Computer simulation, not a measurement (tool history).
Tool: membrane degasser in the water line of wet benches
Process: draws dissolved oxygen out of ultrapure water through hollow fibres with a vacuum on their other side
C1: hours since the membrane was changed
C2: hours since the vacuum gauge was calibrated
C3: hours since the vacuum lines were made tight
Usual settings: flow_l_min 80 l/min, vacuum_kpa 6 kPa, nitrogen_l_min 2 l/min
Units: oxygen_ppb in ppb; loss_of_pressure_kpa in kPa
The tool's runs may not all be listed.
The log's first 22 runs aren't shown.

Run 23, hour 2094.5: usual settings but flow_l_min 105 l/min, vacuum_kpa 7.68 kPa, nitrogen_l_min 5.21 l/min; C1 3696; C2 1095; C3 849. Result: oxygen_ppb 448 ppb, loss_of_pressure_kpa 92.2 kPa.
Run 24, hour 2150.3: usual settings but flow_l_min 108 l/min, vacuum_kpa 5.18 kPa, nitrogen_l_min 5.21 l/min; C1 3752; C2 1151; C3 905. Result: oxygen_ppb 361.1 ppb, loss_of_pressure_kpa 94.9 kPa.
Run 25, hour 2236.3: usual settings but flow_l_min 108 l/min, vacuum_kpa 5.18 kPa, nitrogen_l_min 5.21 l/min; C1 3838; C2 1237; C3 991. Result: oxygen_ppb 372.7 ppb, loss_of_pressure_kpa 94.67 kPa.
Run 26, hour 2313.9: usual settings but vacuum_kpa 10.05 kPa; C1 3915; C2 1314; C3 1068. Result: oxygen_ppb 618.7 ppb, loss_of_pressure_kpa 70.16 kPa.
Run 27, hour 2434.5: usual settings but flow_l_min 55 l/min, vacuum_kpa 7.39 kPa, nitrogen_l_min 1.5 l/min; C1 4036; C2 1435; C3 1189. Result: oxygen_ppb 326.8 ppb, loss_of_pressure_kpa 48.32 kPa.
Run 28, hour 2494.7: usual settings but flow_l_min 55 l/min, vacuum_kpa 7.39 kPa, nitrogen_l_min 1.5 l/min; C1 4096; C2 1495; C3 1249. Result: oxygen_ppb 331.1 ppb, loss_of_pressure_kpa 48.49 kPa.
Run 29, hour 2564.1: usual settings but vacuum_kpa 3.95 kPa, nitrogen_l_min 5.86 l/min; C1 4165; C2 1565; C3 1318. Result: oxygen_ppb 130.7 ppb, loss_of_pressure_kpa 70.34 kPa.
Run 30, hour 2661.5: usual settings but vacuum_kpa 3.95 kPa, nitrogen_l_min 5.86 l/min; C1 4263; C2 1662; C3 1416. Result: oxygen_ppb 130 ppb, loss_of_pressure_kpa 70.07 kPa.
Run 31, hour 2736.8: usual settings but vacuum_kpa 3.95 kPa, nitrogen_l_min 5.86 l/min; C1 4338; C2 1737; C3 1491. Result: oxygen_ppb 132.4 ppb, loss_of_pressure_kpa 70.73 kPa.
Run 32, hour 2796.4: usual settings but flow_l_min 59 l/min, vacuum_kpa 6.48 kPa, nitrogen_l_min 5.86 l/min; C1 4398; C2 1797; C3 1551. Result: oxygen_ppb 108.8 ppb, loss_of_pressure_kpa 52.05 kPa.
Run 33, hour 2883.9: usual settings but flow_l_min 59 l/min, vacuum_kpa 6.48 kPa, nitrogen_l_min 5.86 l/min; C1 4485; C2 1885; C3 1638. Result: oxygen_ppb 108.2 ppb, loss_of_pressure_kpa 51.8 kPa.

Forecast each of these 3 alternatives for the next run:
Run A, hour 2940.8: usual settings but vacuum_kpa 3.84 kPa; C1 4542; C2 1941; C3 1695. Result: oxygen_ppb ?, loss_of_pressure_kpa ?.
Run B, hour 2940.8: usual settings but flow_l_min 53 l/min, vacuum_kpa 7.12 kPa; C1 4542; C2 1941; C3 1695. Result: oxygen_ppb ?, loss_of_pressure_kpa ?.
Run C, hour 2940.8: usual settings but flow_l_min 59 l/min, vacuum_kpa 4.59 kPa, nitrogen_l_min 5.86 l/min; C1 4542; C2 1941; C3 1695. Result: oxygen_ppb ?, loss_of_pressure_kpa ?.

run  oxygen_ppb  loss_of_pressure_kpa
  A       161.9                 70.74
  B       240.1                 46.75
  C        64.6                 52.33
Without the tool's hidden state the same runs would have given:
run  oxygen_ppb  loss_of_pressure_kpa
  A       145.2                 68.99
  B       233.6                 45.59
  C        58.9                 51.03
